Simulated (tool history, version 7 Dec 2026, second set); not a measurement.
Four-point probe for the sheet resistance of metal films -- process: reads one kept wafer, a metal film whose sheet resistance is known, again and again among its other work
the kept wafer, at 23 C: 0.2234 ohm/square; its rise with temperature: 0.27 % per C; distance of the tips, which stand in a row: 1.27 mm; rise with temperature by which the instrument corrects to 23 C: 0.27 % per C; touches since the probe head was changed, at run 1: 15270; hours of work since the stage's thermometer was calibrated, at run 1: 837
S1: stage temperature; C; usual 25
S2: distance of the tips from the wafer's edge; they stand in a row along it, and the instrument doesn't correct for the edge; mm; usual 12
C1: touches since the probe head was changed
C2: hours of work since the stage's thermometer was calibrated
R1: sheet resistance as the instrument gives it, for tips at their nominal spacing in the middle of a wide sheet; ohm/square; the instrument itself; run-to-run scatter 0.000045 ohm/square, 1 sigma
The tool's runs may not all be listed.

Run 1, hour 0.0: usual settings; C1 15270; C2 837. Result: R1 0.224573 ohm/square.
Run 2, hour 15.2: usual settings but S2 4 mm; C1 15976; C2 848. Result: R1 0.234539 ohm/square.
Run 3, hour 28.6: usual settings but S2 4 mm; C1 16598; C2 859. Result: R1 0.234599 ohm/square.
Run 4, hour 48.1: usual settings but S1 28 C; C1 17505; C2 873. Result: R1 0.224563 ohm/square.
Run 5, hour 67.4: usual settings but S1 28 C; C1 18404; C2 888. Result: R1 0.224480 ohm/square.
Run 6, hour 83.5: usual settings but S2 21 mm; C1 19154; C2 901. Result: R1 0.223505 ohm/square.
Run 7, hour 99.0: usual settings but S2 4 mm; C1 19874; C2 912. Result: R1 0.234471 ohm/square.
Run 8, hour 121.1: usual settings but S2 27 mm; C1 20905; C2 929. Result: R1 0.223406 ohm/square.
Run 9, hour 140.0: usual settings but S2 27 mm; C1 21782; C2 944. Result: R1 0.223337 ohm/square.
Run 10, hour 159.2: usual settings but S1 22 C, S2 5 mm; C1 22673; C2 958. Result: R1 0.230560 ohm/square.
Run 11, hour 173.2: usual settings but S2 22 mm; C1 23328; C2 969. Result: R1 0.223381 ohm/square.
Run 12, hour 192.3: usual settings but S2 21 mm; C1 24216; C2 984. Result: R1 0.223518 ohm/square.
Run 13, hour 212.2: usual settings but S2 21 mm; C1 25142; C2 999. Result: R1 0.223474 ohm/square.
Run 14, hour 225.7: usual settings but S2 21 mm; C1 25769; C2 1009. Result: R1 0.223491 ohm/square.
Run 15, hour 245.9: usual settings but S2 7 mm; C1 26707; C2 1025. Result: R1 0.226863 ohm/square.
Run 16, hour 257.3: usual settings but S2 3 mm; C1 27238; C2 1033. Result: R1 0.242525 ohm/square.
Run 17, hour 276.3: usual settings but S2 37 mm; C1 28121; C2 1048. Result: R1 0.223145 ohm/square.

Some steps in R1 between neighbouring runs. How much of each would the tool show without its hidden state too (settings, what came in, random variation), and how much is left for the hidden state, with any gauge scatter that isn't in both results?
What the log doesn't record here: inner tips' distance over the nominal, %; tips' flats over new ones', %; wafer's true temperature over the reading, C; drift of the gauge itself on sheet_ohm, %.
Run 15 -> 16: S2 7 -> 3. R1 +0.015662 ohm/square: hidden state -0.000028, all else +0.015690.
Run 16 -> 17: S2 3 -> 37. R1 -0.019380 ohm/square: hidden state +0.000020, all else -0.019400.

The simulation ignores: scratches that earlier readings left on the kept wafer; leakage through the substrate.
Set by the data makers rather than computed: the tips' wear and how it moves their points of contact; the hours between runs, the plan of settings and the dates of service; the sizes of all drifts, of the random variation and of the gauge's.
